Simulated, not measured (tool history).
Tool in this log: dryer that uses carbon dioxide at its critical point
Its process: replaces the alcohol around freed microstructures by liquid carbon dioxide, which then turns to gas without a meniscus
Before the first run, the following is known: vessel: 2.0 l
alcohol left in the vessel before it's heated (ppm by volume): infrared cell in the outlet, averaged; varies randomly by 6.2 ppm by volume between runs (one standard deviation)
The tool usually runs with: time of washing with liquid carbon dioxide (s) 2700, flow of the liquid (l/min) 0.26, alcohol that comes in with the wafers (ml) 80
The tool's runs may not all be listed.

| run | hour | time of washing with liquid carbon dioxide (s) | flow of the liquid (l/min) | alcohol that comes in with the wafers (ml) | alcohol left in the vessel before it's heated (ppm by volume) |
|---|---|---|---|---|---|
| 1 | 0 | 2700 | 0.26 | 80 | 648 |
| 2 | 20.7 | 2700 | 0.26 | 80 | 655 |
| 3 | 65.9 | 2700 | 0.26 | 80 | 701 |
|  | 73.5 | inlet filter changed |
| 4 | 98 | 2700 | 0.254 | 80 | 434 |
| 5 | 120 | 2700 | 0.254 | 80 | 463 |
| 6 | 152.1 | 2700 | 0.26 | 80 | 430 |
| 7 | 179.8 | 2700 | 0.26 | 80 | 456 |
| 8 | 228.2 | 2700 | 0.26 | 80 | 465 |
| 9 | 275.2 | 2700 | 0.26 | 56 | 410 |
| 10 | 300 | 2700 | 0.26 | 31 | 320 |
| 11 | 331.9 | 2700 | 0.26 | 31 | 302 |
| 12 | 360.5 | 2340 | 0.26 | 80 | 832 |
| 13 | 380 | 2700 | 0.176 | 80 | 1794 |
| 14 | 426.1 | 2700 | 0.176 | 80 | 1864 |
| 15 | 455.7 | 2700 | 0.26 | 66 | 515 |
| 16 | 484.5 | 2700 | 0.26 | 66 | 527 |
| 17 | 525.2 | 2700 | 0.26 | 80 | 624 |
| 18 | 567.2 | 2700 | 0.26 | 80 | 625 |
| 19 | 594.5 | 2700 | 0.307 | 80 | 404 |
| 20 | 617.2 | 2700 | 0.26 | 73 | 626 |
| 21 | 660.2 | 2280 | 0.26 | 34 | 610 |
| 22 | 690.9 | 2280 | 0.26 | 34 | 614 |
| 23 | 724.4 | 2700 | 0.32 | 29 | 282 |
| 24 | 747.2 | 1920 | 0.26 | 34 | 988 |
| 25 | 781.8 | 1920 | 0.374 | 101 | 810 |
| 26 | 817.1 | 1920 | 0.374 | 101 | 831 |
| 27 | 851.7 | 2040 | 0.249 | 62 | 1642 |
|  | 892.1 | inlet filter changed |
| 28 | 893.5 | 1740 | 0.181 | 78 | 4260 |
| 29 | 924.3 | 1740 | 0.181 | 78 | 4331 |
| 30 | 950 | 3300 | 0.318 | 65 | 277 |
| 31 | 997.9 | 1620 | 0.433 | 63 | 454 |
| 32 | 1031.8 | 3000 | 0.2 | 55 | 671 |
| 33 | 1061 | 1740 | 0.311 | 80 | 1150 |
| 34 | 1096.5 | 2700 | 0.218 | 80 | 926 |
| 35 | 1139.6 | 3900 | 0.26 | 106 | 323 |
| 36 | 1170.5 | 3900 | 0.26 | 106 | 335 |

Estimate the outcome of run 37 from the log above:
| 37 | 1208.3 | 3900 | 0.26 | 106 | ? |

alcohol left in the vessel before it's heated (ppm by volume): 329
Were there no unlogged condition in the tool, this run, its random variation unchanged, would have produced alcohol left in the vessel before it's heated (ppm by volume) 33.

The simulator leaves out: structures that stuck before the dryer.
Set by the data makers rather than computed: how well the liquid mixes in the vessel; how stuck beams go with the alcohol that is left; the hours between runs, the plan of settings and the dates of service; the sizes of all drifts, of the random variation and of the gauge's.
